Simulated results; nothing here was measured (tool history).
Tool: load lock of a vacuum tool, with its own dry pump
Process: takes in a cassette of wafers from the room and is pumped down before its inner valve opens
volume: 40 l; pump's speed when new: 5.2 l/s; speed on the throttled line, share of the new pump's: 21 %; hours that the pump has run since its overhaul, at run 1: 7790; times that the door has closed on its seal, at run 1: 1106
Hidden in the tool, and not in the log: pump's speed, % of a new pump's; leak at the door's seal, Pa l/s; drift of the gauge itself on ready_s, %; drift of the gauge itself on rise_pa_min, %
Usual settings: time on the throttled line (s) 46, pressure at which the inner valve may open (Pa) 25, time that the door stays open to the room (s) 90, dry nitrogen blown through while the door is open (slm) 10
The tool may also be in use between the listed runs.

run,hour,time on the throttled line (s),pressure at which the inner valve may open (Pa),time that the door stays open to the room (s),dry nitrogen blown through while the door is open (slm),hours that the pump has run since its overhaul,times that the door has closed on its seal,"incoming humidity of the room's air, %",time from the closed door until the inner valve may open (s),rise of the pressure with all valves shut (Pa/min)
1,0,46,25,90,10,7790,1106,46,105.4,0.058
2,320.7,46,25,30,10,8111,2269,44.3,105.8,0.027
3,805.7,46,25,30,10,8596,4027,44.6,103.7,0.033
4,1101.9,46,25,30,10,8892,5101,45.1,104.6,0.032
5,1761.2,46,25,30,10,9551,7491,44.3,106,0.03
6,2286.5,46,47,90,10,10076,9395,45.3,99.6,0.063
7,2923.4,46,47,90,10,10713,11704,44.5,99.7,0.061
8,3609.1,46,25,90,10,11399,14189,43,105.6,0.068
9,3973.6,46,25,90,29,11764,15511,45.8,106.4,0.053
10,4478,46,25,202,10,12268,17339,45.3,106.4,0.113
11,4901.2,46,25,90,10,12691,18873,45.5,107.1,0.085
12,5200.4,46,25,133,10,12990,19958,44.1,107,0.091
13,5787,46,25,133,5,13577,22084,47.7,108.4,0.115
14,6374.3,46,25,133,5,14164,24213,46.8,108.7,0.119
15,6732.2,46,25,41,10,14522,25510,43.1,107.8,0.067
16,7235.7,46,25,41,10,15026,27335,43.9,108,0.069
17,7914.1,46,25,79,10,15704,29795,47,108.3,0.099
18,8525.8,46,25,79,10,16316,32012,44.8,108.2,0.099
19,8988.8,46,25,104,10,16779,33690,46.6,108.6,0.115
20,9608.7,59,22,104,10,17399,35938,44.5,121.9,0.121
21,10275.2,45,26,212,39,18065,38354,47,109,0.122
22,10785.6,32,41,34,5,18576,40204,42.4,94.8,0.107
23,11459.7,32,41,34,5,19250,42648,47.1,96,0.117
24,12051.7,46,25,34,10,19842,44793,43.7,112,0.119
25,12332.9,63,18,68,10,20123,45813,41.1,127.1,0.134
26,12752.9,63,18,68,10,20543,47335,42.6,127.9,0.139
27,13109.7,81,19,68,10,20900,48628,47.8,141,0.147
# hour 13384.4: dry pump taken out, an overhauled one fitted
28,13502.7,81,19,68,10,118,50031,41.6,130.2,0.148
29,14039.6,81,19,68,10,655,51978,45,130.4,0.156
30,14551.3,47,25,90,7,1167,53833,47.9,101.5,0.186
31,15127,46,25,90,40,1743,55919,44.6,101.8,0.164
32,15650.8,29,20,41,4,2266,57818,40.1,89.2,0.174
33,16218.1,29,20,41,4,2834,59875,44.7,89.2,0.176
34,16845.6,48,28,64,20,3461,62149,47.5,101.7,0.195
35,17476.3,25,25,64,20,4092,64435,44.5,84.8,0.199
36,17973.8,75,33,140,41,4589,66239,47.1,123,0.215
# hour 18114.5: door's seal changed, seat wiped
37,18335.8,75,35,140,25,4950,803,42.4,123.6,0.052
38,19018.3,46,25,156,9,5632,3277,44,102.5,0.084

Some steps in time from the closed door until the inner valve may open (s) between neighbouring runs. How much of each would the tool show without its hidden state too (settings, what came in, random variation), and how much is left for the hidden state, with any gauge scatter that isn't in both results?
Run 7 -> 8: pressure at which the inner valve may open (Pa) 47 -> 25. time from the closed door until the inner valve may open (s) +5.9: hidden state +0.8, all else +5.1.
Run 20 -> 21: time on the throttled line (s) 59 -> 45, pressure at which the inner valve may open (Pa) 22 -> 26, time that the door stays open to the room (s) 104 -> 212, dry nitrogen blown through while the door is open (slm) 10 -> 39. time from the closed door until the inner valve may open (s) -12.9: hidden state +0.6, all else -13.5.
Run 27 -> 28: dry pump taken out, an overhauled one fitted. time from the closed door until the inner valve may open (s) -10.8: hidden state -10.3, all else -0.5.
Run 29 -> 30: time on the throttled line (s) 81 -> 47, pressure at which the inner valve may open (Pa) 19 -> 25, time that the door stays open to the room (s) 68 -> 90, dry nitrogen blown through while the door is open (slm) 10 -> 7. time from the closed door until the inner valve may open (s) -28.9: hidden state +0.1, all else -29.
Run 35 -> 36: time on the throttled line (s) 25 -> 75, pressure at which the inner valve may open (Pa) 25 -> 33, time that the door stays open to the room (s) 64 -> 140, dry nitrogen blown through while the door is open (slm) 20 -> 41. time from the closed door until the inner valve may open (s) +38.2: hidden state -0.1, all else +38.3.
Run 37 -> 38: time on the throttled line (s) 75 -> 46, pressure at which the inner valve may open (Pa) 35 -> 25, time that the door stays open to the room (s) 140 -> 156, dry nitrogen blown through while the door is open (slm) 25 -> 9. time from the closed door until the inner valve may open (s) -21.1: hidden state +0.6, all else -21.7.

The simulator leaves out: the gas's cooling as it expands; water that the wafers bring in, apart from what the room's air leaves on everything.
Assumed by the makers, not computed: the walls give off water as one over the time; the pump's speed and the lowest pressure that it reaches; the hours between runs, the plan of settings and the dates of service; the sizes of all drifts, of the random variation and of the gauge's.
